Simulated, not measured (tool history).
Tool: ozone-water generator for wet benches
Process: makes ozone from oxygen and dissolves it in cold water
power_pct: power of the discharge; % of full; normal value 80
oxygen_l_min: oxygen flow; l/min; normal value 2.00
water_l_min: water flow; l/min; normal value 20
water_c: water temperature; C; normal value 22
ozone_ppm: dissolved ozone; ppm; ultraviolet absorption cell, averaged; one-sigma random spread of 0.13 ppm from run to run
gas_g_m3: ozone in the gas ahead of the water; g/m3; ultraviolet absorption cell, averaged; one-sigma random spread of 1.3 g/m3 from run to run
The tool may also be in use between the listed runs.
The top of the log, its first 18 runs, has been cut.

run,hour,power_pct,oxygen_l_min,water_l_min,water_c,hours of work since the electrodes were changed,hours of work since the contactor was cleaned,hours of work since the thermometer was calibrated,ozone_ppm,gas_g_m3
19,614.8,71,2.67,14,22,1125,5133,676,15.6,183.0
20,645.2,49,2.00,13,20,1144,5152,695,12.6,163.4
21,688.4,80,2.00,24,28,1172,5180,723,9.7,236.6
22,729.6,80,2.00,19,23,1198,5207,749,12.5,234.1
23,767.1,80,2.00,19,23,1222,5231,774,12.4,236.7
24,787.8,80,1.33,15,23,1236,5244,787,14.7,299.2
25,821.4,71,1.88,23,22,1257,5266,808,9.3,223.4
26,865.4,79,1.88,23,16,1286,5294,837,10.7,240.0
27,899.8,79,1.88,23,16,1308,5316,859,10.7,242.7
28,926.6,80,1.80,31,22,1325,5333,876,7.6,251.1
29,971.2,80,2.00,20,14,1354,5362,905,12.8,232.1
30,1012.9,53,1.40,28,22,1381,5389,932,5.9,212.7
31,1058.0,70,3.41,31,19,1410,5418,961,7.9,156.1
32,1090.7,80,2.00,25,17,1431,5439,982,9.9,235.7
33,1125.0,80,2.00,30,22,1453,5461,1004,8.0,233.9

3 options for the next run, each taken on its own from the tool as it stands now. Forecast them:
A,1150.3,80,3.55,17,22,1469,5477,1020,?,?
B,1150.3,80,1.28,20,22,1469,5477,1020,?,?
C,1150.3,80,1.35,26,22,1469,5477,1020,?,?

run,ozone_ppm,gas_g_m3
A,14.3,168.4
B,11.3,305.5
C,8.5,298.6
What these runs would have given with no unlogged condition in the tool:
run,ozone_ppm,gas_g_m3
A,15.1,172.7
B,11.9,313.3
C,9.0,306.2
